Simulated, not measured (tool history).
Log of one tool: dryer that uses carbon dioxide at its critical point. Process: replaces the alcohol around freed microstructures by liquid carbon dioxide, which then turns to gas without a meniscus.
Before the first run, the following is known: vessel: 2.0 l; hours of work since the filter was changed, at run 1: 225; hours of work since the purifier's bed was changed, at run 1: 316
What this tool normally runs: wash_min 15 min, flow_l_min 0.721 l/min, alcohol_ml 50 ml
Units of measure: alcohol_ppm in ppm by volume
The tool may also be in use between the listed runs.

run,hour,wash_min,flow_l_min,alcohol_ml,hours of work since the filter was changed,hours of work since the purifier's bed was changed,alcohol_ppm
1,0,15,0.721,50,225,316,269
2,8.5,15,0.721,50,229,320,261
3,25.2,15,0.721,50,236,327,267
4,43.2,15,0.497,50,244,335,834
5,60.7,15,0.497,50,251,343,839
6,70.7,15,0.497,50,256,347,857
7,83.5,15,0.721,50,261,353,299
8,95.6,15,0.721,50,266,358,283
9,105.8,15,0.721,34,271,362,221
10,121.4,15,0.721,50,278,369,304
11,136.7,15,0.721,50,284,376,299
12,153.5,15,0.721,50,291,383,309
13,170.6,15,0.721,50,299,390,310
14,189.8,15,0.721,50,307,399,311
15,204.2,15,0.721,50,313,405,312
16,216.5,15,0.721,50,319,410,319
17,225.3,15,0.721,50,323,414,331
18,234.1,15,0.721,50,326,418,317
19,244.9,15,0.721,50,331,423,316
20,260.8,15,0.721,50,338,430,328
21,278.4,15,0.721,50,346,437,339
22,290.9,15,0.721,95,351,443,508
23,298.7,15,0.721,95,354,446,494
24,312.3,20,0.721,50,360,452,180
25,321.4,20,0.721,50,364,456,182
26,339.8,13,0.727,98,372,464,891
27,354.7,13,0.727,98,379,470,877
28,369.6,16,0.727,77,385,477,374
29,380.9,16,0.727,77,390,482,368
30,394.2,19,0.468,33,396,487,468
31,407.7,15,0.957,34,402,493,191
32,423.4,17,0.721,97,409,500,396
33,431.9,17,0.721,97,412,504,357
34,446.3,17,0.721,97,418,510,398
35,456.7,17,0.721,97,423,515,387
36,474.9,11,0.557,50,431,522,1813
# hour 481.6: inlet filter changed
37,486,11,0.557,50,2,527,1308
38,504.8,22,0.448,47,10,535,336
39,519.3,10,0.582,50,16,541,1528
40,530.2,15,0.721,21,21,546,227
41,545.5,15,0.762,62,28,553,300
42,558.2,18,0.762,78,33,558,220
43,572.6,10,0.721,50,40,564,899
44,583.7,10,0.721,50,44,569,897
45,595.2,24,0.623,81,49,574,215
46,613,24,0.623,81,57,582,215
47,630.7,24,0.623,81,65,590,226

Consider 3 possible next runs. They are alternatives, not a sequence: every one starts from the tool as it was left by run 47. What does each give?
A,645.7,10,0.776,60,71,596,?
B,645.7,14,0.721,50,71,596,?
C,645.7,12,1.043,81,71,596,?

run,alcohol_ppm
A,866
B,367
C,304
With the hidden condition removed and each run's random variation left untouched, the same runs would have given:
run,alcohol_ppm
A,630
B,169
C,99
